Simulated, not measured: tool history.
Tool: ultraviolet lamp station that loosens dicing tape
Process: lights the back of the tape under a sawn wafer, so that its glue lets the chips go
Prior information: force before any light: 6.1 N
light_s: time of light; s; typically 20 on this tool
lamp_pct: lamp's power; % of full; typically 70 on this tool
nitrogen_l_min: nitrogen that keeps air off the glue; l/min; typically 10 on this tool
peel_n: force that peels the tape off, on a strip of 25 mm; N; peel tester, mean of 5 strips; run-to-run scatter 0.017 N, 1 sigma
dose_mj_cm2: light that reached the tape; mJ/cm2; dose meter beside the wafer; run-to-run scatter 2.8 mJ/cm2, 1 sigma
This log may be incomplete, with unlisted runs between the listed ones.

run	day	light_s	lamp_pct	nitrogen_l_min	peel_n	dose_mj_cm2
1	0.000	20	70	10	0.980	347
2	0.471	11	70	10	2.250	190
3	0.738	20	70	10	0.982	355
# day 1.017: window cleaned of glue's vapour
4	1.300	20	70	10	1.084	331
5	1.675	20	70	10	1.074	333
6	2.175	20	70	10	1.083	331
7	2.554	20	70	10	1.082	333
8	2.996	11	70	10	2.275	181
9	3.300	11	70	10	2.364	179
10	3.658	11	70	10	2.340	178
11	3.967	20	70	7	1.402	329
# day 4.038: window cleaned of glue's vapour, once more
12	4.408	20	70	7	1.118	376
13	4.783	20	70	10	0.831	379
14	5.275	20	70	10	0.835	379
15	5.667	20	70	10	0.877	382
16	6.012	36	84	10	0.141	811
17	6.300	27	97	7	0.312	698
18	6.671	40	73	3	0.594	779
19	6.992	26	68	6	0.879	470
20	7.246	16	88	10	0.874	374

Run 21 has not been measured yet. What should we expect?
21	7.546	20	97	19	?	?

peel_n: 0.249 N
dose_mj_cm2: 514 mJ/cm2
The same run, on a tool lacking any hidden state, would have yielded peel_n 0.212 N, dose_mj_cm2 547 mJ/cm2.

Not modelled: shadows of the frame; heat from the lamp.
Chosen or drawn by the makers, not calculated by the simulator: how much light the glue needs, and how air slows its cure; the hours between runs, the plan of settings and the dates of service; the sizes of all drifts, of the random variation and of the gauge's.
